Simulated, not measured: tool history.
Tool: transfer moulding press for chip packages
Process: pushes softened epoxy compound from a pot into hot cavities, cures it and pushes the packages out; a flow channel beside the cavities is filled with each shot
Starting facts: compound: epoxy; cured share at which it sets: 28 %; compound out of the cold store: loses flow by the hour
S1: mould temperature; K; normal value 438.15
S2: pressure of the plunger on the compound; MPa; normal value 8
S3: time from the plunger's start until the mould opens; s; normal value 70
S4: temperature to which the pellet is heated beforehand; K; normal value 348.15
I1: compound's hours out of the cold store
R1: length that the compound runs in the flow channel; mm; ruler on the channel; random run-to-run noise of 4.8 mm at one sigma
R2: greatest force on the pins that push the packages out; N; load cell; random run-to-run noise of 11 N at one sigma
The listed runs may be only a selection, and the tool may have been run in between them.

run 1 hour=0 | S1=438.15 S2=8 S3=70 S4=348.15 | I1=45.8 | R1=576 R2=763
run 2 hour=8.7 | S1=438.15 S2=8 S3=70 S4=348.15 | I1=13.5 | R1=730 R2=830
run 3 hour=12.9 | S1=438.15 S2=8 S3=70 S4=348.15 | I1=31.6 | R1=641 R2=843
run 4 hour=17.9 | S1=438.15 S2=8 S3=70 S4=348.15 | I1=23.6 | R1=675 R2=872
run 5 hour=24.5 | S1=438.15 S2=8 S3=70 S4=348.15 | I1=13.8 | R1=726 R2=938
run 6 hour=29.1 | S1=438.15 S2=8 S3=70 S4=348.15 | I1=9.6 | R1=746 R2=937
run 7 hour=34.8 | S1=438.15 S2=8 S3=70 S4=348.15 | I1=45 | R1=577 R2=892
run 8 hour=39.8 | S1=438.15 S2=8 S3=70 S4=348.15 | I1=45.5 | R1=580 R2=902
run 9 hour=44.8 | S1=438.15 S2=8 S3=70 S4=353.15 | I1=40.8 | R1=598 R2=925
run 10 hour=48.7 | S1=438.15 S2=8 S3=70 S4=343.15 | I1=34.6 | R1=618 R2=972
run 11 hour=54.4 | S1=438.15 S2=8 S3=70 S4=348.15 | I1=23.3 | R1=672 R2=1013
-- hour=56.4 cavities cleaned with cleaning compound and waxed
run 12 hour=63.6 | S1=438.15 S2=8 S3=70 S4=348.15 | I1=11 | R1=745 R2=634
run 13 hour=70 | S1=438.15 S2=8 S3=70 S4=348.15 | I1=45.8 | R1=570 R2=650
run 14 hour=77.9 | S1=438.15 S2=8 S3=70 S4=348.15 | I1=46.9 | R1=567 R2=706
run 15 hour=87.1 | S1=438.15 S2=9.51 S3=58 S4=348.15 | I1=34.8 | R1=669 R2=1049
run 16 hour=92.6 | S1=438.15 S2=8.14 S3=98 S4=348.15 | I1=14.3 | R1=732 R2=658
run 17 hour=97.4 | S1=436.15 S2=7.84 S3=98 S4=349.15 | I1=8.1 | R1=743 R2=694
run 18 hour=103.9 | S1=436.15 S2=9.77 S3=97 S4=349.15 | I1=31.9 | R1=698 R2=740

Forecast run 19:
run 19 hour=110.7 | S1=438.15 S2=8 S3=70 S4=341.15 | I1=40.8 | R1=? R2=?

R1: 593 mm
R2: 860 N
Take away the tool's hidden state, keep the run-to-run variation as it was, and the same run would have given R1 611 mm, R2 520 N.

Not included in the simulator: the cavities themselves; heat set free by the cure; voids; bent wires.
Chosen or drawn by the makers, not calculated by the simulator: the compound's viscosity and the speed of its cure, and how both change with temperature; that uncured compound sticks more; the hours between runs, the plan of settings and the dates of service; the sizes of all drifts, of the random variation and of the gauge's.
